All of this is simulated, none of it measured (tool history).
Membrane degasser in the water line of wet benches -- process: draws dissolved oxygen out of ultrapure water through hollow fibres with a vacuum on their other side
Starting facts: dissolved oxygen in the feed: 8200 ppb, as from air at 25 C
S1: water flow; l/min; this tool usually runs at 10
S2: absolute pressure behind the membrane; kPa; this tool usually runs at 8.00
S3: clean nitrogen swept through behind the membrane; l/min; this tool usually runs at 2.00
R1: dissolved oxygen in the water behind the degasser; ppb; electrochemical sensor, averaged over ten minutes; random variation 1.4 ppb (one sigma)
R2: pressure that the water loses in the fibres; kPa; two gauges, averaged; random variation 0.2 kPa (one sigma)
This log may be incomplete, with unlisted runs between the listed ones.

{"run": 1, "hour": 0.0, "S1": 10, "S2": 8.0, "S3": 2.0, "R1": 133.9, "R2": 42.69}
{"run": 2, "hour": 83.5, "S1": 10, "S2": 8.0, "S3": 2.0, "R1": 133.6, "R2": 43.22}
{"run": 3, "hour": 160.4, "S1": 10, "S2": 8.0, "S3": 2.0, "R1": 133.9, "R2": 43.1}
{"run": 4, "hour": 257.6, "S1": 10, "S2": 8.0, "S3": 2.0, "R1": 134.5, "R2": 43.45}
{"run": 5, "hour": 339.7, "S1": 10, "S2": 8.0, "S3": 2.0, "R1": 131.3, "R2": 43.13}
{"run": 6, "hour": 441.6, "S1": 10, "S2": 8.0, "S3": 2.0, "R1": 136.1, "R2": 43.36}
{"run": 7, "hour": 548.5, "S1": 10, "S2": 8.0, "S3": 2.0, "R1": 133.7, "R2": 43.03}
{"run": 8, "hour": 620.1, "S1": 7, "S2": 6.73, "S3": 4.76, "R1": 29.6, "R2": 30.01}
{"run": 9, "hour": 739.4, "S1": 7, "S2": 6.73, "S3": 4.76, "R1": 29.6, "R2": 30.37}
{"run": 10, "hour": 821.4, "S1": 13, "S2": 8.25, "S3": 2.0, "R1": 264.4, "R2": 56.24}
{"run": 11, "hour": 911.2, "S1": 10, "S2": 6.2, "S3": 2.0, "R1": 113.6, "R2": 43.17}
{"run": 12, "hour": 974.6, "S1": 10, "S2": 9.23, "S3": 1.82, "R1": 153.7, "R2": 43.3}
{"run": 13, "hour": 1107.9, "S1": 9, "S2": 6.35, "S3": 2.0, "R1": 84.1, "R2": 39.52}
{"run": 14, "hour": 1244.4, "S1": 10, "S2": 5.46, "S3": 2.11, "R1": 103.3, "R2": 43.69}

Each row is a separate what-if for the run after 14, all from the same tool condition, not one after another. Results?
{"run": "A", "hour": 1325.9, "S1": 10, "S2": 8.23, "S3": 2.0, "R1": "?", "R2": "?"}
{"run": "B", "hour": 1325.9, "S1": 15, "S2": 8.0, "S3": 3.33, "R1": "?", "R2": "?"}
{"run": "C", "hour": 1325.9, "S1": 10, "S2": 19.47, "S3": 0.82, "R1": "?", "R2": "?"}
{"run": "D", "hour": 1325.9, "S1": 10, "S2": 10.49, "S3": 2.0, "R1": "?", "R2": "?"}

run=A R1=136.8 R2=43.41
run=B R1=327.1 R2=65.55
run=C R1=508.6 R2=43.59
run=D R1=163.1 R2=43.38
The same runs, with their run-to-run variation unchanged, on a tool lacking any hidden condition would have given:
run=A R1=136.7 R2=42.85
run=B R1=327.0 R2=64.71
run=C R1=508.5 R2=43.04
run=D R1=163.1 R2=42.82
